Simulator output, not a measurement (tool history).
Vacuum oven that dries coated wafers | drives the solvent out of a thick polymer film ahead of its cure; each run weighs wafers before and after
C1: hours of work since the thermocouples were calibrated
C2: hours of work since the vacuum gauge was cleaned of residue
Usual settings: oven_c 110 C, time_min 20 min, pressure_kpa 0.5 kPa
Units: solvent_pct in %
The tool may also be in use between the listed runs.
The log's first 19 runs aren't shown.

run 20 day=17.462 | oven_c=115 time_min=14 pressure_kpa=0.638 | C1=605 C2=701 | solvent_pct=1.63
run 21 day=18.504 | oven_c=115 time_min=13 pressure_kpa=1.628 | C1=623 C2=719 | solvent_pct=2.33
run 22 day=19.396 | oven_c=103 time_min=13 pressure_kpa=0.904 | C1=638 C2=734 | solvent_pct=4.74
run 23 day=20.108 | oven_c=117 time_min=15 pressure_kpa=0.621 | C1=650 C2=746 | solvent_pct=1.17
run 24 day=20.917 | oven_c=117 time_min=15 pressure_kpa=0.621 | C1=663 C2=759 | solvent_pct=1.19
run 25 day=21.967 | oven_c=110 time_min=20 pressure_kpa=1.126 | C1=681 C2=777 | solvent_pct=1.58
run 26 day=22.879 | oven_c=120 time_min=29 pressure_kpa=0.535 | C1=696 C2=792 | solvent_pct=0.29
run 27 day=23.504 | oven_c=99 time_min=10 pressure_kpa=0.5 | C1=707 C2=803 | solvent_pct=7.35
run 28 day=24.708 | oven_c=110 time_min=26 pressure_kpa=0.533 | C1=727 C2=823 | solvent_pct=0.73
run 29 day=25.775 | oven_c=110 time_min=19 pressure_kpa=0.533 | C1=745 C2=841 | solvent_pct=1.37
run 30 day=26.938 | oven_c=110 time_min=19 pressure_kpa=0.533 | C1=764 C2=860 | solvent_pct=1.38
-- day=27.875 oven's thermocouples calibrated
run 31 day=28.15 | oven_c=110 time_min=19 pressure_kpa=0.533 | C1=5 C2=879 | solvent_pct=1.33
run 32 day=29.292 | oven_c=120 time_min=15 pressure_kpa=0.404 | C1=24 C2=899 | solvent_pct=0.75
run 33 day=30.446 | oven_c=109 time_min=14 pressure_kpa=0.749 | C1=43 C2=918 | solvent_pct=2.7

Forecast each of these 5 alternatives for the next run:
run A day=31.388 | oven_c=108 time_min=29 pressure_kpa=0.5 | C1=59 C2=934 | solvent_pct=?
run B day=31.388 | oven_c=97 time_min=20 pressure_kpa=0.358 | C1=59 C2=934 | solvent_pct=?
run C day=31.388 | oven_c=122 time_min=10 pressure_kpa=0.412 | C1=59 C2=934 | solvent_pct=?
run D day=31.388 | oven_c=97 time_min=14 pressure_kpa=0.615 | C1=59 C2=934 | solvent_pct=?
run E day=31.388 | oven_c=110 time_min=26 pressure_kpa=0.363 | C1=59 C2=934 | solvent_pct=?

run=A solvent_pct=0.66
run=B solvent_pct=3.53
run=C solvent_pct=1.6
run=D solvent_pct=5.8
run=E solvent_pct=0.6
Without the tool's hidden state the same runs would have given:
run=A solvent_pct=0.58
run=B solvent_pct=3.41
run=C solvent_pct=1.55
run=D solvent_pct=5.68
run=E solvent_pct=0.53

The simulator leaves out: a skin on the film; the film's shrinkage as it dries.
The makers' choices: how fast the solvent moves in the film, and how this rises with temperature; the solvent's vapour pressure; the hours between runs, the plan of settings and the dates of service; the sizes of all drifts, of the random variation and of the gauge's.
